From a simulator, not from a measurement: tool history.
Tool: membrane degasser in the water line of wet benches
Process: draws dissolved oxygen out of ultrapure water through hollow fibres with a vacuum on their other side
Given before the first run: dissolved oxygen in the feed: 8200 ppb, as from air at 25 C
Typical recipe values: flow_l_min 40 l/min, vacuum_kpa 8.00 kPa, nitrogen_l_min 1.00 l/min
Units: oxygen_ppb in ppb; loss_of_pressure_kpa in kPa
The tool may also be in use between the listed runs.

run   hour  flow_l_min  vacuum_kpa  nitrogen_l_min  oxygen_ppb  loss_of_pressure_kpa
  1    0.0          40        8.00            1.00       452.3                 64.34
  2   80.2          40        8.00            1.00       450.0                 64.10
  3  123.5          40        8.00            1.00       445.3                 64.09
  4  188.6          40        8.00            1.00       443.4                 64.14
  5  229.1          40        8.00            1.00       452.1                 64.78
  6  308.0          40        8.00            1.00       442.0                 64.09
  7  360.4          40        8.00            1.00       444.5                 64.74
  8  424.7          40        8.00            1.00       451.4                 64.57
  9  461.0          59       11.68            1.00       964.9                 94.95
 10  522.7          40        8.40            1.00       472.5                 64.52
 11  577.8          38        8.00            0.65       557.8                 61.23

Each row is a separate what-if for the run after 11, all from the same tool condition, not one after another. Results?
  A  613.6          40        8.00            0.81           ?                     ?
  B  613.6          55        8.00            1.17           ?                     ?
  C  613.6          40       10.40            1.00           ?                     ?
  D  613.6          40        8.00            0.50           ?                     ?
  E  613.6          38        8.00            2.58           ?                     ?

run  oxygen_ppb  loss_of_pressure_kpa
  A       521.8                 64.35
  B       549.4                 88.67
  C       620.6                 64.57
  D       687.4                 64.51
  E       238.0                 61.23
Had the tool no hidden state, the same runs would have come out as:
run  oxygen_ppb  loss_of_pressure_kpa
  A       520.8                 64.31
  B       548.3                 88.62
  C       619.8                 64.53
  D       686.2                 64.47
  E       237.5                 61.19
